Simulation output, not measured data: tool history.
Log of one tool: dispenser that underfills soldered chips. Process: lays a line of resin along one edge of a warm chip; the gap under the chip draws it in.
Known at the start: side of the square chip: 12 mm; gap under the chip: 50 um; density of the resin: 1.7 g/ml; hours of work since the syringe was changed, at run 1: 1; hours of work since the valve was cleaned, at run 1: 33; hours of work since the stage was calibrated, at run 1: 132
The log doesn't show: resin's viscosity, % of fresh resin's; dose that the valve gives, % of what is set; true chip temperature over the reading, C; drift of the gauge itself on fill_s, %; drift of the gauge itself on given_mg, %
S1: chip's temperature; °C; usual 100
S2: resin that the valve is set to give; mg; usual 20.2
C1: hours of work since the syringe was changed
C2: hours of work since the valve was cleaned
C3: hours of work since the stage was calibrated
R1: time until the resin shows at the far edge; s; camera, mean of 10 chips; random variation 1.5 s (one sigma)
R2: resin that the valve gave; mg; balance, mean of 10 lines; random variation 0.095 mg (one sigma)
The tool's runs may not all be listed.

run,hour,S1,S2,C1,C2,C3,R1,R2
1,0.0,100,20.2,1,33,132,148.8,19.52
2,3.0,100,20.2,3,35,134,168.2,19.73
3,7.6,100,20.2,6,38,137,206.0,19.74
4,11.2,100,19.0,8,40,139,236.9,18.33
# hour 15.5: new syringe of resin
5,15.5,100,20.2,0,43,142,139.0,19.47
# hour 17.3: dispensing valve cleaned and set on the balance
6,21.6,100,20.2,3,3,145,175.3,20.08
7,25.0,100,20.2,5,5,147,195.8,20.03
8,28.8,100,20.2,8,7,150,233.2,20.12
# hour 33.8: new syringe of resin
9,34.2,100,20.2,0,11,153,141.4,20.06
10,39.6,100,20.7,4,14,156,179.4,20.32
11,45.0,113,20.7,7,17,160,136.9,20.30
12,49.8,113,20.7,10,20,163,164.5,20.20
# hour 51.2: new syringe of resin
13,53.9,113,20.7,2,23,165,94.0,20.15
14,57.5,113,20.7,4,25,168,109.7,20.18
15,63.4,113,20.7,8,29,171,138.3,20.18
16,68.0,98,20.2,11,32,174,308.0,19.48
# hour 68.8: new syringe of resin
17,72.1,98,20.2,2,34,177,165.8,19.59
18,77.9,100,20.2,6,38,180,201.8,19.55
19,83.0,98,23.8,9,41,184,261.9,22.68
# hour 86.1: new syringe of resin
# hour 88.1: dispensing valve cleaned and set on the balance
20,89.1,98,23.8,1,1,187,157.5,23.73
21,93.8,98,23.8,4,4,190,193.2,23.62
22,97.3,107,20.3,6,6,192,163.5,20.13
23,102.3,105,18.6,10,9,195,216.8,18.36
# hour 104.6: new syringe of resin
24,107.0,113,25.2,2,12,198,91.9,25.00
25,111.1,113,25.2,4,14,200,108.8,24.88
26,115.5,113,25.2,7,17,203,132.8,24.47
27,119.9,100,17.4,10,20,206,269.8,17.02
# hour 122.2: new syringe of resin
28,124.7,101,17.6,2,23,209,150.3,17.08
29,127.2,101,17.6,3,24,211,167.1,17.12
30,132.9,98,25.0,7,28,214,230.0,24.16
31,136.1,100,21.8,9,30,216,240.8,21.00
# hour 139.6: new syringe of resin
32,140.7,111,18.7,1,33,219,93.8,18.03

The next listed run, before its measurement:
33,144.4,111,18.7,3,35,221,?,?

Run 33 gave R1 109.7 s, R2 18.07 mg.
Without the tool's hidden state the same run would have given R1 95.2 s, R2 18.75 mg.

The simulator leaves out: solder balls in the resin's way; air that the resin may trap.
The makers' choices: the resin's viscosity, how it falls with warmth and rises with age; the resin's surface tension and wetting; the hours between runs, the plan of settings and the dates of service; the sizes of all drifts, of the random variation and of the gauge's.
